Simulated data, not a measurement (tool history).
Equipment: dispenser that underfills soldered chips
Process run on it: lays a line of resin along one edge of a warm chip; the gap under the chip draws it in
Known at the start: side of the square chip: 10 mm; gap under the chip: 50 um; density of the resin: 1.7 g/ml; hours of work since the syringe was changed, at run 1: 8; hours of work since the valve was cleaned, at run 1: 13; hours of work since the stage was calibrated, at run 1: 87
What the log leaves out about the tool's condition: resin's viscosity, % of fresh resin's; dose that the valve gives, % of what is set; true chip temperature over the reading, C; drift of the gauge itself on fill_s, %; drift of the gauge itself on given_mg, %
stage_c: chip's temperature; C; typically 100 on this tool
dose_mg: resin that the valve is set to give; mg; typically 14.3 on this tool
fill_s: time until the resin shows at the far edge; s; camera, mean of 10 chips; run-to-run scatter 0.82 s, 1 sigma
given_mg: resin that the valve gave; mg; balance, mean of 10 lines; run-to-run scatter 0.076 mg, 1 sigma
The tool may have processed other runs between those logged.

| run | hour | stage_c | dose_mg | hours of work since the syringe was changed | hours of work since the valve was cleaned | hours of work since the stage was calibrated | fill_s | given_mg |
|---|---|---|---|---|---|---|---|---|
| 1 | 0 | 100 | 14.3 | 8 | 13 | 87 | 124.2 | 14.1 |
|  | 1.5 | new syringe of resin |
| 2 | 8.5 | 100 | 14.3 | 5 | 18 | 92 | 102.2 | 13.81 |
|  | 15 | new syringe of resin |
| 3 | 23.2 | 100 | 14.3 | 5 | 28 | 102 | 103.8 | 13.91 |
|  | 28.2 | new syringe of resin |
| 4 | 31.3 | 100 | 14.3 | 2 | 33 | 107 | 85.1 | 13.83 |
| 5 | 37.4 | 100 | 14.3 | 6 | 37 | 111 | 105.7 | 13.75 |
|  | 41.3 | new syringe of resin |
| 6 | 45.5 | 109 | 14.3 | 3 | 42 | 116 | 68.6 | 13.79 |
|  | 55.1 | new syringe of resin |
| 7 | 55.6 | 109 | 14.3 | 0 | 49 | 123 | 62 | 13.66 |
|  | 58.1 | dispensing valve cleaned and set on the balance |
| 8 | 63.1 | 109 | 14.3 | 5 | 3 | 127 | 80.6 | 14.27 |
|  | 69.2 | new syringe of resin |
| 9 | 76.6 | 100 | 14.3 | 5 | 12 | 136 | 100.3 | 14.15 |
|  | 82.4 | new syringe of resin |
| 10 | 89.4 | 107 | 13.6 | 5 | 20 | 144 | 82.8 | 13.53 |
|  | 95.5 | new syringe of resin |
| 11 | 101.5 | 107 | 13.6 | 4 | 28 | 152 | 80.1 | 13.26 |
|  | 108.9 | new syringe of resin |
| 12 | 114.8 | 86 | 13 | 4 | 37 | 161 | 140.1 | 12.61 |
|  | 122.6 | new syringe of resin |
| 13 | 123.9 | 92 | 12.8 | 1 | 43 | 167 | 100.2 | 12.37 |
| 14 | 131.8 | 108 | 17.1 | 6 | 48 | 172 | 86.2 | 16.28 |
|  | 135.4 | dispensing valve cleaned and set on the balance |
|  | 136.7 | new syringe of resin |
| 15 | 143.6 | 113 | 13.1 | 5 | 5 | 179 | 71.1 | 13.04 |
|  | 149.9 | new syringe of resin |
| 16 | 158.2 | 109 | 14.2 | 6 | 15 | 189 | 81.9 | 13.95 |
|  | 163.2 | new syringe of resin |
| 17 | 167.8 | 113 | 14.9 | 3 | 21 | 195 | 63.5 | 14.59 |
|  | 176.7 | new syringe of resin |
| 18 | 176.7 | 113 | 14.9 | 0 | 27 | 200 | 53 | 14.42 |

Here are 5 independent what-if runs from the current tool condition. What would each one return?
| A | 189 | 100 | 13.2 | 8 | 35 | 209 | ? | ? |
| B | 189 | 104 | 16.9 | 8 | 35 | 209 | ? | ? |
| C | 189 | 95 | 15.5 | 8 | 35 | 209 | ? | ? |
| D | 189 | 107 | 15 | 8 | 35 | 209 | ? | ? |
| E | 189 | 104 | 12.4 | 8 | 35 | 209 | ? | ? |

| run | fill_s | given_mg |
|---|---|---|
| A | 121.5 | 12.71 |
| B | 106.5 | 16.21 |
| C | 137.7 | 14.98 |
| D | 98.7 | 14.54 |
| E | 108.6 | 11.9 |
The same runs, with their run-to-run variation unchanged, on a tool lacking any hidden condition would have given:
| run | fill_s | given_mg |
|---|---|---|
| A | 77.5 | 13.13 |
| B | 68 | 16.74 |
| C | 88 | 15.47 |
| D | 62.9 | 15.02 |
| E | 69 | 12.3 |
